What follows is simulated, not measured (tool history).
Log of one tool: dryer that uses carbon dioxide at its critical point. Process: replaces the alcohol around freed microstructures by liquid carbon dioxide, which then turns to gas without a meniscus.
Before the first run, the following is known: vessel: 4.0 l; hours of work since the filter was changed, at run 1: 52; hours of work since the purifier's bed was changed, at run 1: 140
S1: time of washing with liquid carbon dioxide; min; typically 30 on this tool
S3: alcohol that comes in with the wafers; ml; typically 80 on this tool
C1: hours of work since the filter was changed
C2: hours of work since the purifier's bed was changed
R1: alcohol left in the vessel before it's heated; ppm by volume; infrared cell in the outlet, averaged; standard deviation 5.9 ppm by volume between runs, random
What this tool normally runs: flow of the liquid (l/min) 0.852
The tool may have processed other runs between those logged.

Run 1, hour 0: usual settings; C1 52; C2 140. Result: R1 244 ppm by volume.
Run 2, hour 46.4: usual settings; C1 76; C2 163. Result: R1 242 ppm by volume.
Run 3, hour 91.9: usual settings; C1 98; C2 186. Result: R1 259 ppm by volume.
Run 4, hour 142.4: usual settings; C1 124; C2 211. Result: R1 258 ppm by volume.
Run 5, hour 169.6: usual settings but S1 37 min; C1 137; C2 225. Result: R1 113 ppm by volume.
Run 6, hour 202: usual settings but S1 37 min; C1 154; C2 241. Result: R1 112 ppm by volume.
Run 7, hour 231.8: usual settings but S1 37 min; C1 169; C2 256. Result: R1 113 ppm by volume.
Run 8, hour 265.1: usual settings but S3 98 ml; C1 185; C2 273. Result: R1 364 ppm by volume.
At hour 294.1: inlet filter changed.
Run 9, hour 320.2: usual settings but S3 24 ml; C1 13; C2 300. Result: R1 86 ppm by volume.
Run 10, hour 364.1: usual settings but S3 24 ml; C1 35; C2 322. Result: R1 93 ppm by volume.
Run 11, hour 396: usual settings; C1 51; C2 338. Result: R1 256 ppm by volume.
Run 12, hour 445.4: usual settings but S1 23 min; C1 76; C2 363. Result: R1 689 ppm by volume.
Run 13, hour 483.2: usual settings but S1 23 min; C1 95; C2 382. Result: R1 682 ppm by volume.
Run 14, hour 519.1: usual settings but S1 23 min; C1 113; C2 400. Result: R1 705 ppm by volume.
Run 15, hour 572: usual settings but S1 23 min; C1 140; C2 426. Result: R1 777 ppm by volume.
Run 16, hour 614.6: usual settings but S1 23 min; C1 161; C2 448. Result: R1 746 ppm by volume.
Run 17, hour 648.1: usual settings but S1 23 min; C1 178; C2 465. Result: R1 800 ppm by volume.
At hour 691.7: inlet filter changed.
Run 18, hour 692.7: usual settings; C1 1; C2 487. Result: R1 230 ppm by volume.
Run 19, hour 723.5: usual settings; C1 16; C2 502. Result: R1 226 ppm by volume.
Run 20, hour 773.9: usual settings; C1 41; C2 527. Result: R1 243 ppm by volume.
Run 21, hour 822.5: usual settings but S1 26 min, flow of the liquid (l/min) 0.608, S3 26 ml; C1 66; C2 552. Result: R1 428 ppm by volume.
Run 22, hour 872.9: usual settings but S1 31 min, S3 71 ml; C1 91; C2 577. Result: R1 225 ppm by volume.
Run 23, hour 920.7: usual settings but S1 35 min, flow of the liquid (l/min) 0.78, S3 94 ml; C1 115; C2 601. Result: R1 254 ppm by volume.
Run 24, hour 959.8: usual settings but S1 35 min, flow of the liquid (l/min) 0.78, S3 94 ml; C1 135; C2 621. Result: R1 242 ppm by volume.
Run 25, hour 994.4: usual settings but S1 19 min, flow of the liquid (l/min) 1.092, S3 46 ml; C1 152; C2 638. Result: R1 391 ppm by volume.

Run 26 has not been measured yet. What should we expect?
Run 26, hour 1017.2: usual settings but S1 24 min, flow of the liquid (l/min) 0.826, S3 46 ml; C1 164; C2 650. Result: R1 ?.

{"run 26": {"R1": 437}}
The same run, on a tool lacking any hidden state, would have yielded R1 332 ppm by volume.
